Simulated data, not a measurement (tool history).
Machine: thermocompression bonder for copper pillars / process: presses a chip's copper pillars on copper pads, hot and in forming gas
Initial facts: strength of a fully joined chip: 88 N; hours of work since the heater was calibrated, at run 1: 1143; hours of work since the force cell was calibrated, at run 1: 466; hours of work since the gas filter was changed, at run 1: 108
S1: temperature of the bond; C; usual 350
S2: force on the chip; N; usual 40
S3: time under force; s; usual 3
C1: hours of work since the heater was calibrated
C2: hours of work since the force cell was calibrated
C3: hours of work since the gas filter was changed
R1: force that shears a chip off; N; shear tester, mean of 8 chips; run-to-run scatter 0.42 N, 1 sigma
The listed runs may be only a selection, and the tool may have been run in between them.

Run 1, hour 0: usual settings; C1 1143; C2 466; C3 108. Result: R1 40.1 N.
Run 2, hour 10: usual settings; C1 1150; C2 473; C3 115. Result: R1 39.3 N.
Run 3, hour 26.2: usual settings; C1 1160; C2 484; C3 126. Result: R1 39.4 N.
Run 4, hour 47.4: usual settings but S3 7 s; C1 1175; C2 498; C3 140. Result: R1 52 N.
Run 5, hour 63.7: usual settings but S3 7 s; C1 1186; C2 509; C3 151. Result: R1 52.7 N.
Run 6, hour 76.2: usual settings but S1 372 C; C1 1194; C2 518; C3 159. Result: R1 45.7 N.
Run 7, hour 86.4: usual settings; C1 1201; C2 524; C3 166. Result: R1 38.8 N.
Run 8, hour 95.9: usual settings; C1 1207; C2 531; C3 172. Result: R1 38.5 N.
Run 9, hour 111.4: usual settings; C1 1218; C2 541; C3 183. Result: R1 38.9 N.
Run 10, hour 131.2: usual settings; C1 1231; C2 555; C3 196. Result: R1 39 N.
Run 11, hour 153.5: usual settings; C1 1246; C2 570; C3 211. Result: R1 38.2 N.
Run 12, hour 164.6: usual settings but S2 47 N; C1 1253; C2 577; C3 219. Result: R1 43.2 N.
Run 13, hour 177.5: usual settings but S2 47 N; C1 1262; C2 586; C3 227. Result: R1 43.5 N.
Run 14, hour 186.9: usual settings but S2 47 N; C1 1268; C2 592; C3 234. Result: R1 43.7 N.
Run 15, hour 204: usual settings but S1 328 C; C1 1280; C2 603; C3 245. Result: R1 31.8 N.
Run 16, hour 219: usual settings but S1 328 C; C1 1290; C2 614; C3 255. Result: R1 31.6 N.
Run 17, hour 239.3: usual settings but S2 46 N, S3 6 s; C1 1304; C2 627; C3 269. Result: R1 53.3 N.
Run 18, hour 259.4: usual settings but S2 46 N, S3 6 s; C1 1317; C2 641; C3 282. Result: R1 53.6 N.
Run 19, hour 275.5: usual settings but S2 46 N, S3 6 s; C1 1328; C2 651; C3 293. Result: R1 52.9 N.
Run 20, hour 294: usual settings but S2 46 N, S3 6 s; C1 1340; C2 664; C3 305. Result: R1 52.9 N.
Run 21, hour 310.9: usual settings but S1 321 C, S2 46 N, S3 6 s; C1 1352; C2 675; C3 317. Result: R1 42.2 N.
Run 22, hour 328.7: usual settings but S1 339 C, S2 38 N, S3 6 s; C1 1364; C2 687; C3 329. Result: R1 42.8 N.
At hour 332.1: heater calibrated with a thermocouple chip.
Run 23, hour 352.9: usual settings but S1 339 C, S2 38 N, S3 6 s; C1 14; C2 702; C3 344. Result: R1 42.6 N.
Run 24, hour 366.9: usual settings but S3 4 s; C1 23; C2 711; C3 353. Result: R1 40.8 N.
Run 25, hour 381.6: usual settings but S1 321 C, S2 54 N, S3 4 s; C1 33; C2 721; C3 363. Result: R1 40.8 N.
At hour 390.8: heater calibrated with a thermocouple chip, once more.
Run 26, hour 403.8: usual settings but S1 321 C, S2 54 N, S3 4 s; C1 9; C2 735; C3 377. Result: R1 44.7 N.
Run 27, hour 419.9: usual settings but S1 373 C; C1 20; C2 746; C3 387. Result: R1 46.4 N.
Run 28, hour 430.7: usual settings but S1 368 C, S2 48 N; C1 27; C2 753; C3 395. Result: R1 51.9 N.
Run 29, hour 441.4: usual settings but S1 338 C, S2 56 N; C1 34; C2 760; C3 402. Result: R1 46.1 N.
At hour 460.6: forming gas filter changed.
Run 30, hour 460.6: usual settings but S1 338 C, S2 56 N; C1 47; C2 773; C3 0. Result: R1 49.2 N.
Run 31, hour 479.9: usual settings but S1 338 C, S2 56 N; C1 59; C2 786; C3 13. Result: R1 49 N.
Run 32, hour 496.1: usual settings but S1 338 C, S2 56 N; C1 70; C2 797; C3 24. Result: R1 49.4 N.

A few steps of R1 between consecutive runs. Split each: what settings, incoming material and random variation would produce without the hidden state, and what is left over for the hidden state, along with gauge scatter present in only one of the two compared results (measured, and without hidden state):
What the log doesn't record here: true temperature of the bond over the reading, C; force that reaches the chip, % of what is set; oxide that the forming gas leaves, % of the face; drift of the gauge itself on shear_n, %.
Run 3 -> 4: S3 3 -> 7. R1 +12.6 N: hidden state -0.6, all else +13.2.
Run 14 -> 15: S1 350 -> 328, S2 47 -> 40. R1 -11.9 N: hidden state +0.6, all else -12.5.
Run 16 -> 17: S1 328 -> 350, S2 40 -> 46, S3 3 -> 6. R1 +21.7 N: hidden state -1.4, all else +23.1.
Run 25 -> 26: heater calibrated with a thermocouple chip, once more. R1 +3.9 N: hidden state +3.6, all else +0.3.
Run 29 -> 30: forming gas filter changed. R1 +3.1 N: hidden state +2.5, all else +0.6.

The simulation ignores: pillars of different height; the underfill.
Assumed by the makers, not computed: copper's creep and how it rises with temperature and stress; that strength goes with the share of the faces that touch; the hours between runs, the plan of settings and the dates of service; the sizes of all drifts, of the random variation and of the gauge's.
